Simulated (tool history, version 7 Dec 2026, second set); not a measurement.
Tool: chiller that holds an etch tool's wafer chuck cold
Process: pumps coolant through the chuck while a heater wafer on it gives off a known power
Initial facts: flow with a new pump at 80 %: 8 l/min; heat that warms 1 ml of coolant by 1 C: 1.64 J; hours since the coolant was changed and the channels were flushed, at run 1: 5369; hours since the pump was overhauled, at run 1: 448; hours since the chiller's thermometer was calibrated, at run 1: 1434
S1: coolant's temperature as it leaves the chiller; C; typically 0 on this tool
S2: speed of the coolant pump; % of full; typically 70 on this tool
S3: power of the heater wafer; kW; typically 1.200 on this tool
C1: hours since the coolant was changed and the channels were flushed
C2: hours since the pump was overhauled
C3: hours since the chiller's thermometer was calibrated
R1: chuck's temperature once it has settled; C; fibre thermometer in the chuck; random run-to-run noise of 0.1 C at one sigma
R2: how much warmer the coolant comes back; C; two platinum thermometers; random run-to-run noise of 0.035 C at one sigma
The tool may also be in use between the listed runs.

run 1 hour=0.0 | S1=0 S2=70 S3=1.200 | C1=5369 C2=448 C3=1434 | R1=18.1 R2=6.32
run 2 hour=14.1 | S1=0 S2=70 S3=1.200 | C1=5383 C2=462 C3=1448 | R1=18.1 R2=6.37
run 3 hour=36.2 | S1=0 S2=70 S3=1.200 | C1=5405 C2=484 C3=1470 | R1=18.2 R2=6.41
run 4 hour=64.4 | S1=-2 S2=70 S3=1.200 | C1=5433 C2=513 C3=1498 | R1=16.4 R2=6.46
run 5 hour=94.2 | S1=-2 S2=70 S3=0.636 | C1=5463 C2=542 C3=1528 | R1=7.6 R2=3.40
run 6 hour=122.4 | S1=-2 S2=70 S3=0.636 | C1=5491 C2=571 C3=1556 | R1=7.7 R2=3.45
run 7 hour=146.0 | S1=-2 S2=70 S3=0.636 | C1=5515 C2=594 C3=1580 | R1=7.5 R2=3.42
run 8 hour=176.6 | S1=3 S2=70 S3=0.636 | C1=5545 C2=625 C3=1610 | R1=12.6 R2=3.36
run 9 hour=195.8 | S1=0 S2=99 S3=1.200 | C1=5564 C2=644 C3=1630 | R1=12.9 R2=4.48
run 10 hour=223.6 | S1=0 S2=99 S3=1.200 | C1=5592 C2=672 C3=1657 | R1=13.1 R2=4.49
run 11 hour=255.3 | S1=0 S2=99 S3=1.200 | C1=5624 C2=703 C3=1689 | R1=13.1 R2=4.43
run 12 hour=278.1 | S1=0 S2=99 S3=1.200 | C1=5647 C2=726 C3=1712 | R1=13.1 R2=4.54
run 13 hour=296.4 | S1=0 S2=70 S3=1.200 | C1=5665 C2=745 C3=1730 | R1=18.4 R2=6.38
run 14 hour=322.3 | S1=0 S2=81 S3=1.200 | C1=5691 C2=770 C3=1756 | R1=15.8 R2=5.52
run 15 hour=350.7 | S1=1 S2=79 S3=1.200 | C1=5719 C2=799 C3=1784 | R1=17.2 R2=5.64
run 16 hour=367.4 | S1=-6 S2=60 S3=1.200 | C1=5736 C2=816 C3=1801 | R1=15.3 R2=7.57
run 17 hour=381.9 | S1=-6 S2=60 S3=1.200 | C1=5750 C2=830 C3=1816 | R1=15.2 R2=7.45
run 18 hour=406.7 | S1=-6 S2=60 S3=1.200 | C1=5775 C2=855 C3=1840 | R1=15.4 R2=7.59
-- hour=429.2 coolant changed, channels flushed
run 19 hour=432.9 | S1=0 S2=66 S3=1.200 | C1=4 C2=875 C3=1861 | R1=17.7 R2=6.83
run 20 hour=455.7 | S1=0 S2=89 S3=0.764 | C1=27 C2=898 C3=1883 | R1=8.6 R2=3.19
run 21 hour=480.0 | S1=8 S2=89 S3=1.444 | C1=51 C2=922 C3=1908 | R1=23.9 R2=6.05
run 22 hour=497.6 | S1=-2 S2=63 S3=1.200 | C1=68 C2=940 C3=1925 | R1=16.5 R2=7.22
run 23 hour=513.4 | S1=0 S2=70 S3=1.336 | C1=84 C2=956 C3=1941 | R1=18.8 R2=7.20

Each row is a separate what-if for the run after 23, all from the same tool condition, not one after another. Results?
run A hour=538.1 | S1=0 S2=68 S3=1.200 | C1=109 C2=980 C3=1966 | R1=? R2=?
run B hour=538.1 | S1=4 S2=69 S3=1.781 | C1=109 C2=980 C3=1966 | R1=? R2=?
run C hour=538.1 | S1=-9 S2=70 S3=1.336 | C1=109 C2=980 C3=1966 | R1=? R2=?
run D hour=538.1 | S1=0 S2=70 S3=1.035 | C1=109 C2=980 C3=1966 | R1=? R2=?
run E hour=538.1 | S1=1 S2=70 S3=1.200 | C1=109 C2=980 C3=1966 | R1=? R2=?

run=A R1=17.2 R2=6.63
run=B R1=29.4 R2=9.69
run=C R1=9.7 R2=7.13
run=D R1=14.6 R2=5.51
run=E R1=17.6 R2=6.42
Stripped of hidden state, with their random variation kept, the same runs would have yielded:
run=A R1=17.1 R2=6.49
run=B R1=29.1 R2=9.48
run=C R1=9.5 R2=6.99
run=D R1=14.5 R2=5.40
run=E R1=17.5 R2=6.28

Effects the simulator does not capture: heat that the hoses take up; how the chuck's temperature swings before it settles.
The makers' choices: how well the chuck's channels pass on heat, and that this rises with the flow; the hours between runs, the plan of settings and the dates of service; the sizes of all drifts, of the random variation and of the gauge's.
